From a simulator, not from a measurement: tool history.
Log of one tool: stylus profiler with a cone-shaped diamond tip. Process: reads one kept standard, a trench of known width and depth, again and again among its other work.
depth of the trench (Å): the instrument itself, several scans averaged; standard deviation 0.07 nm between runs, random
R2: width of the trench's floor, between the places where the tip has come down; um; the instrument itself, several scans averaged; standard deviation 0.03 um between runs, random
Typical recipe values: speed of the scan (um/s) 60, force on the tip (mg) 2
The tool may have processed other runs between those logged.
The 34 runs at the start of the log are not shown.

{"run": 35, "hour": 567.7, "speed of the scan (um/s)": 101, "force on the tip (mg)": 2, "depth of the trench (Å)": 2028.3, "R2": 26.2}
{"run": 36, "hour": 586.7, "speed of the scan (um/s)": 101, "force on the tip (mg)": 2, "depth of the trench (Å)": 2029.1, "R2": 26.24}
{"run": 37, "hour": 598.3, "speed of the scan (um/s)": 101, "force on the tip (mg)": 2, "depth of the trench (Å)": 2029.4, "R2": 26.24}
{"run": 38, "hour": 614.1, "speed of the scan (um/s)": 16, "force on the tip (mg)": 0.8, "depth of the trench (Å)": 2014.4, "R2": 26.81}
{"run": 39, "hour": 626.4, "speed of the scan (um/s)": 16, "force on the tip (mg)": 0.8, "depth of the trench (Å)": 2016.2, "R2": 26.77}
{"run": 40, "hour": 648.8, "speed of the scan (um/s)": 16, "force on the tip (mg)": 0.8, "depth of the trench (Å)": 2016.2, "R2": 26.81}
{"run": 41, "hour": 663.9, "speed of the scan (um/s)": 61, "force on the tip (mg)": 2.49, "depth of the trench (Å)": 2034.3, "R2": 26.6}
{"run": 42, "hour": 687.0, "speed of the scan (um/s)": 42, "force on the tip (mg)": 0.69, "depth of the trench (Å)": 2013.9, "R2": 26.46}
{"run": 43, "hour": 710.2, "speed of the scan (um/s)": 87, "force on the tip (mg)": 1.05, "depth of the trench (Å)": 2018.7, "R2": 26.05}
{"run": 44, "hour": 725.5, "speed of the scan (um/s)": 87, "force on the tip (mg)": 1.05, "depth of the trench (Å)": 2019.8, "R2": 26.08}
{"run": 45, "hour": 740.4, "speed of the scan (um/s)": 177, "force on the tip (mg)": 0.99, "depth of the trench (Å)": 2018.7, "R2": 25.13}
{"run": 46, "hour": 758.5, "speed of the scan (um/s)": 43, "force on the tip (mg)": 3.3, "depth of the trench (Å)": 2040.1, "R2": 26.68}

3 ways to go on from here, each from the tool as it stands after run 46. What would each give?
{"run": "A", "hour": 770.7, "speed of the scan (um/s)": 43, "force on the tip (mg)": 3.91, "depth of the trench (Å)": "?", "R2": "?"}
{"run": "B", "hour": 770.7, "speed of the scan (um/s)": 220, "force on the tip (mg)": 0.98, "depth of the trench (Å)": "?", "R2": "?"}
{"run": "C", "hour": 770.7, "speed of the scan (um/s)": 209, "force on the tip (mg)": 0.97, "depth of the trench (Å)": "?", "R2": "?"}

run=A depth_of_the_trench_(Å)=2046.7 R2=26.7
run=B depth_of_the_trench_(Å)=2018.2 R2=24.58
run=C depth_of_the_trench_(Å)=2017.6 R2=24.77
Without the tool's unlogged condition, the same runs would have read:
run=A depth_of_the_trench_(Å)=2046.2 R2=26.99
run=B depth_of_the_trench_(Å)=2017.7 R2=24.87
run=C depth_of_the_trench_(Å)=2017.2 R2=25.05

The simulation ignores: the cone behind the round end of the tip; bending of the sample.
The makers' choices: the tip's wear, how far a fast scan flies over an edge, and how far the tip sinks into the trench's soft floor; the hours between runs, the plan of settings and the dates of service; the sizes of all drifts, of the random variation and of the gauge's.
